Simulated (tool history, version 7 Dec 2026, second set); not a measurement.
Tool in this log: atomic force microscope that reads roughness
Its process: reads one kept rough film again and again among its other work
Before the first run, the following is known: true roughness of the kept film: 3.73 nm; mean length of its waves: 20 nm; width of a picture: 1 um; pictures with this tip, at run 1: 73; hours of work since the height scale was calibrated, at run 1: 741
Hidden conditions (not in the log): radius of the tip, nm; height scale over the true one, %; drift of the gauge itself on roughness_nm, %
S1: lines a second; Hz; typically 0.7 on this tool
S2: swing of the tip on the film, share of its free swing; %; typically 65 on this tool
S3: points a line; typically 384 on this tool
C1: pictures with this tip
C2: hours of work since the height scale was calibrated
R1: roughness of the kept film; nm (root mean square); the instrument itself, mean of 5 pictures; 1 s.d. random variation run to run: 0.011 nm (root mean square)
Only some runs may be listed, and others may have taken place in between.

run,hour,S1,S2,S3,C1,C2,R1
1,0,0.7,65,384,73,741,1.785
2,39.9,0.7,65,384,143,762,1.403
# hour 50.5: new tip fitted
3,77.7,0.7,65,384,48,782,2.027
4,101.5,0.7,65,384,90,795,1.696
5,133.9,0.7,65,384,147,812,1.38
# hour 144.9: new tip fitted
6,176.4,0.547,65,384,55,834,1.993
7,197.3,0.547,65,384,92,846,1.705
# hour 236.8: new tip fitted
8,236.9,0.547,65,346,0,866,2.589
9,259.7,0.7,65,384,40,879,2.058
10,292.7,0.7,65,384,98,896,1.603
# hour 331.3: new tip fitted
11,331.3,0.7,65,384,0,917,2.622
12,375.1,0.7,65,524,78,940,1.809
13,414.4,0.7,65,524,147,961,1.405
# hour 422.6: new tip fitted
14,437.9,0.7,65,524,27,973,2.287
15,468.7,0.7,65,524,81,990,1.801
16,503.6,0.7,87,384,142,1008,1.335
# hour 516.6: new tip fitted
17,535.2,0.7,65,384,33,1025,2.192
18,555.1,0.7,65,384,68,1035,1.894
19,585.6,0.829,59,636,122,1052,1.576
20,605.9,0.829,88,674,158,1063,1.29
# hour 610.8: new tip fitted
21,629.4,0.829,88,674,32,1075,2.063
22,649.5,3.119,65,583,68,1085,1.744
23,696.1,1.173,65,271,150,1110,1.353
# hour 705.1: new tip fitted
24,716,1.173,65,271,19,1121,2.243
25,755.3,3.013,62,384,88,1142,1.636
26,789.9,3.013,89,288,149,1160,0.997
# hour 798.3: new tip fitted
27,828.8,2.458,89,288,54,1181,1.47
28,869.7,1.041,81,288,126,1202,1.351
# hour 892.8: new tip fitted
29,893.4,1.041,81,288,1,1215,2.38
30,927.6,1.191,78,545,61,1233,1.793
31,964.1,1.191,78,645,126,1253,1.435
# hour 984.5: new tip fitted
32,984.5,1.191,78,645,0,1263,2.449
33,1013.1,1.191,78,645,50,1278,1.876
34,1050.2,1.476,62,384,116,1298,1.478
35,1070.3,1.476,62,456,151,1309,1.311
# hour 1077.5: new tip fitted
36,1115.9,1.104,62,410,68,1333,1.841

Below are 3 alternative next runs, each starting from the tool's condition after run 36. Predict each:
A,1151.8,1.104,79,410,131,1352,?
B,1151.8,1.86,57,352,131,1352,?
C,1151.8,3.535,66,266,131,1352,?

run,R1
A,1.345
B,1.417
C,1.256
With the hidden condition removed and each run's random variation left untouched, the same runs would have given:
run,R1
A,2.432
B,2.558
C,2.271
